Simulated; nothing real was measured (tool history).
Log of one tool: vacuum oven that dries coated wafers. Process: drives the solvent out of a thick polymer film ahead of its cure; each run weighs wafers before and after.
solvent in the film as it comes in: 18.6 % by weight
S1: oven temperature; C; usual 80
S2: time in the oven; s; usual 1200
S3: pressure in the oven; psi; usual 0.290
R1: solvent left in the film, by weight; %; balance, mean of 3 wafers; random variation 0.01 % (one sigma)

run,hour,S1,S2,S3,R1
1,0.0,80,1200,0.290,2.22
2,43.2,80,1200,0.260,2.05
3,86.2,80,1200,0.260,2.06
4,141.4,80,1200,0.260,2.06
5,201.8,80,1200,0.290,2.22
6,262.0,80,660,0.290,3.75
7,293.4,80,660,0.290,3.75
8,355.8,80,1140,0.290,2.29
9,415.2,80,1140,0.290,2.30
10,472.9,80,1140,0.290,2.30
11,530.9,80,720,0.290,3.43
12,583.2,80,720,0.290,3.41
13,633.4,80,720,0.290,3.41
14,660.0,80,720,0.290,3.41
15,724.7,80,720,0.290,3.41
16,781.5,80,720,0.290,3.38
17,813.8,68,1320,0.206,3.67
18,873.4,90,1200,0.408,1.75
19,934.4,74,1200,0.290,3.22
20,992.7,85,660,0.290,2.62
21,1056.5,85,660,0.290,2.63
22,1093.3,85,660,0.290,2.60
# hour 1131.6: oven's thermocouples calibrated
23,1134.1,80,1200,0.257,2.27
24,1182.7,74,1200,0.290,3.64
25,1209.9,74,1200,0.290,3.63

The next listed run, before its measurement:
26,1257.9,74,1200,0.290,?

Run 26 gave R1 3.62 %.
Without the tool's hidden state the same run would have given R1 3.24 %.
